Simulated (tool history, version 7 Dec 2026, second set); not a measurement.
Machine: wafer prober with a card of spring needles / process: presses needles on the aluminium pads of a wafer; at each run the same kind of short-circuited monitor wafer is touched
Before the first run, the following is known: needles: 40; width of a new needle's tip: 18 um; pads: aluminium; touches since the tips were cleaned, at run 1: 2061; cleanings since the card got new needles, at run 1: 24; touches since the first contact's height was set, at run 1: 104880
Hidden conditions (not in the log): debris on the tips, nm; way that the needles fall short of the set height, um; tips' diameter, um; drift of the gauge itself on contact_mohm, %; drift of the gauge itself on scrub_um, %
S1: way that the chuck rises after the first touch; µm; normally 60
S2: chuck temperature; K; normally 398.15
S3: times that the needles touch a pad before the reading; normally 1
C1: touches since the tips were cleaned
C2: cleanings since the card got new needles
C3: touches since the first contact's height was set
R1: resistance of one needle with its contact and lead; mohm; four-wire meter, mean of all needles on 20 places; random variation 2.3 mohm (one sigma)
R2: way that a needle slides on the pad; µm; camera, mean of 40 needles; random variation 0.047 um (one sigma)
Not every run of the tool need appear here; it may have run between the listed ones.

{"run": 1, "hour": 0.0, "S1": 60, "S2": 398.15, "S3": 1, "C1": 2061, "C2": 24, "C3": 104880, "R1": 250, "R2": 8.59}
{"hour": 3.6, "done": "tips cleaned on abrasive film"}
{"hour": 10.3, "done": "tips cleaned on abrasive film"}
{"run": 2, "hour": 11.7, "S1": 60, "S2": 398.15, "S3": 1, "C1": 853, "C2": 26, "C3": 111766, "R1": 249, "R2": 8.57}
{"hour": 16.8, "done": "tips cleaned on abrasive film"}
{"run": 3, "hour": 17.9, "S1": 60, "S2": 398.15, "S3": 1, "C1": 651, "C2": 27, "C3": 115418, "R1": 258, "R2": 8.48}
{"hour": 24.0, "done": "tips cleaned on abrasive film"}
{"run": 4, "hour": 27.0, "S1": 60, "S2": 398.15, "S3": 1, "C1": 1795, "C2": 28, "C3": 120824, "R1": 254, "R2": 8.42}
{"hour": 30.5, "done": "tips cleaned on abrasive film"}
{"hour": 37.2, "done": "tips cleaned on abrasive film"}
{"run": 5, "hour": 37.3, "S1": 60, "S2": 398.15, "S3": 1, "C1": 49, "C2": 30, "C3": 126838, "R1": 251, "R2": 8.44}
{"run": 6, "hour": 42.7, "S1": 60, "S2": 398.15, "S3": 1, "C1": 3295, "C2": 30, "C3": 130084, "R1": 253, "R2": 8.52}
{"hour": 43.8, "done": "tips cleaned on abrasive film"}
{"hour": 50.2, "done": "tips cleaned on abrasive film"}
{"run": 7, "hour": 50.8, "S1": 60, "S2": 398.15, "S3": 1, "C1": 395, "C2": 32, "C3": 134850, "R1": 249, "R2": 8.64}
{"hour": 56.9, "done": "tips cleaned on abrasive film"}
{"run": 8, "hour": 58.6, "S1": 60, "S2": 398.15, "S3": 1, "C1": 1011, "C2": 33, "C3": 139416, "R1": 255, "R2": 8.53}
{"hour": 63.3, "done": "tips cleaned on abrasive film"}
{"run": 9, "hour": 68.4, "S1": 79, "S2": 398.15, "S3": 1, "C1": 3010, "C2": 34, "C3": 145238, "R1": 251, "R2": 11.34}
{"hour": 70.2, "done": "tips cleaned on abrasive film"}
{"hour": 76.9, "done": "tips cleaned on abrasive film"}
{"run": 10, "hour": 79.5, "S1": 79, "S2": 398.15, "S3": 1, "C1": 1555, "C2": 36, "C3": 151809, "R1": 251, "R2": 11.43}
{"hour": 83.9, "done": "tips cleaned on abrasive film"}
{"run": 11, "hour": 89.4, "S1": 79, "S2": 398.15, "S3": 1, "C1": 3319, "C2": 37, "C3": 157668, "R1": 250, "R2": 11.32}
{"hour": 90.9, "done": "tips cleaned on abrasive film"}
{"hour": 94.1, "done": "height of the first contact set anew"}
{"hour": 97.6, "done": "tips cleaned on abrasive film"}
{"run": 12, "hour": 97.6, "S1": 79, "S2": 398.15, "S3": 1, "C1": 0, "C2": 39, "C3": 2057, "R1": 249, "R2": 11.29}
{"run": 13, "hour": 102.9, "S1": 79, "S2": 398.15, "S3": 1, "C1": 3134, "C2": 39, "C3": 5191, "R1": 251, "R2": 11.3}
{"hour": 104.0, "done": "tips cleaned on abrasive film"}
{"run": 14, "hour": 109.1, "S1": 79, "S2": 398.15, "S3": 1, "C1": 3025, "C2": 40, "C3": 8847, "R1": 250, "R2": 11.28}
{"hour": 110.8, "done": "tips cleaned on abrasive film"}
{"hour": 118.1, "done": "tips cleaned on abrasive film"}
{"run": 15, "hour": 119.1, "S1": 79, "S2": 398.15, "S3": 1, "C1": 616, "C2": 42, "C3": 14731, "R1": 251, "R2": 11.34}
{"hour": 125.0, "done": "tips cleaned on abrasive film"}
{"run": 16, "hour": 125.6, "S1": 66, "S2": 398.15, "S3": 1, "C1": 382, "C2": 43, "C3": 18585, "R1": 256, "R2": 9.49}
{"hour": 132.1, "done": "tips cleaned on abrasive film"}
{"run": 17, "hour": 134.0, "S1": 72, "S2": 316.15, "S3": 1, "C1": 1142, "C2": 44, "C3": 23549, "R1": 236, "R2": 10.24}
{"hour": 138.9, "done": "tips cleaned on abrasive film"}
{"run": 18, "hour": 143.4, "S1": 60, "S2": 316.15, "S3": 2, "C1": 2680, "C2": 45, "C3": 29110, "R1": 233, "R2": 8.6}
{"hour": 145.3, "done": "tips cleaned on abrasive film"}
{"hour": 151.7, "done": "tips cleaned on abrasive film"}
{"run": 19, "hour": 152.9, "S1": 60, "S2": 316.15, "S3": 2, "C1": 762, "C2": 47, "C3": 34719, "R1": 232, "R2": 8.64}
{"hour": 158.5, "done": "tips cleaned on abrasive film"}
{"run": 20, "hour": 161.3, "S1": 59, "S2": 316.15, "S3": 2, "C1": 1652, "C2": 48, "C3": 39635, "R1": 231, "R2": 8.48}
{"hour": 165.0, "done": "tips cleaned on abrasive film"}
{"run": 21, "hour": 170.9, "S1": 65, "S2": 321.15, "S3": 2, "C1": 3519, "C2": 49, "C3": 45360, "R1": 234, "R2": 9.4}
{"hour": 171.6, "done": "tips cleaned on abrasive film"}
{"hour": 178.0, "done": "tips cleaned on abrasive film"}
{"run": 22, "hour": 178.9, "S1": 65, "S2": 321.15, "S3": 2, "C1": 533, "C2": 51, "C3": 50017, "R1": 233, "R2": 9.33}
{"hour": 185.4, "done": "tips cleaned on abrasive film"}
{"run": 23, "hour": 188.6, "S1": 65, "S2": 304.15, "S3": 1, "C1": 1897, "C2": 52, "C3": 55748, "R1": 227, "R2": 9.39}
{"hour": 192.1, "done": "tips cleaned on abrasive film"}
{"run": 24, "hour": 198.3, "S1": 65, "S2": 304.15, "S3": 1, "C1": 3687, "C2": 53, "C3": 61521, "R1": 225, "R2": 9.41}
{"hour": 199.0, "done": "tips cleaned on abrasive film"}
{"hour": 205.9, "done": "tips cleaned on abrasive film"}
{"run": 25, "hour": 209.8, "S1": 65, "S2": 304.15, "S3": 1, "C1": 2377, "C2": 55, "C3": 68316, "R1": 231, "R2": 9.36}
{"hour": 212.6, "done": "tips cleaned on abrasive film"}
{"hour": 219.1, "done": "tips cleaned on abrasive film"}
{"run": 26, "hour": 219.2, "S1": 65, "S2": 304.15, "S3": 1, "C1": 86, "C2": 57, "C3": 73833, "R1": 228, "R2": 9.37}
{"hour": 226.1, "done": "tips cleaned on abrasive film"}
{"run": 27, "hour": 227.2, "S1": 65, "S2": 304.15, "S3": 1, "C1": 641, "C2": 58, "C3": 78536, "R1": 229, "R2": 9.45}
{"hour": 233.3, "done": "tips cleaned on abrasive film"}
{"run": 28, "hour": 238.9, "S1": 60, "S2": 302.15, "S3": 2, "C1": 3359, "C2": 59, "C3": 85486, "R1": 229, "R2": 8.71}
{"hour": 240.1, "done": "tips cleaned on abrasive film"}
{"hour": 246.7, "done": "tips cleaned on abrasive film"}
{"run": 29, "hour": 247.8, "S1": 56, "S2": 302.15, "S3": 2, "C1": 669, "C2": 61, "C3": 90726, "R1": 228, "R2": 8.11}
{"hour": 253.2, "done": "tips cleaned on abrasive film"}
{"hour": 259.0, "done": "gauge calibrated"}
{"run": 30, "hour": 259.0, "S1": 56, "S2": 302.15, "S3": 2, "C1": 3452, "C2": 62, "C3": 97330, "R1": 230, "R2": 7.87}
{"hour": 259.6, "done": "tips cleaned on abrasive film"}
{"hour": 266.2, "done": "tips cleaned on abrasive film"}
{"run": 31, "hour": 270.8, "S1": 56, "S2": 302.15, "S3": 2, "C1": 2781, "C2": 64, "C3": 104302, "R1": 225, "R2": 7.95}

Branching from run 31: 3 alternative next runs. What would each branch give?
{"hour": 272.8, "done": "tips cleaned on abrasive film"}
{"run": "A", "hour": 276.1, "S1": 60, "S2": 398.15, "S3": 2, "C1": 1994, "C2": 65, "C3": 107412, "R1": "?", "R2": "?"}
{"hour": 272.8, "done": "tips cleaned on abrasive film"}
{"run": "B", "hour": 276.1, "S1": 60, "S2": 398.15, "S3": 1, "C1": 1994, "C2": 65, "C3": 107412, "R1": "?", "R2": "?"}
{"hour": 272.8, "done": "tips cleaned on abrasive film"}
{"run": "C", "hour": 276.1, "S1": 67, "S2": 333.15, "S3": 1, "C1": 1994, "C2": 65, "C3": 107412, "R1": "?", "R2": "?"}

run=A R1=257 R2=8.6
run=B R1=257 R2=8.37
run=C R1=238 R2=9.49
Take away the tool's hidden state, keep each run's random variation, and the runs would have read:
run=A R1=256 R2=8.59
run=B R1=257 R2=8.36
run=C R1=237 R2=9.47

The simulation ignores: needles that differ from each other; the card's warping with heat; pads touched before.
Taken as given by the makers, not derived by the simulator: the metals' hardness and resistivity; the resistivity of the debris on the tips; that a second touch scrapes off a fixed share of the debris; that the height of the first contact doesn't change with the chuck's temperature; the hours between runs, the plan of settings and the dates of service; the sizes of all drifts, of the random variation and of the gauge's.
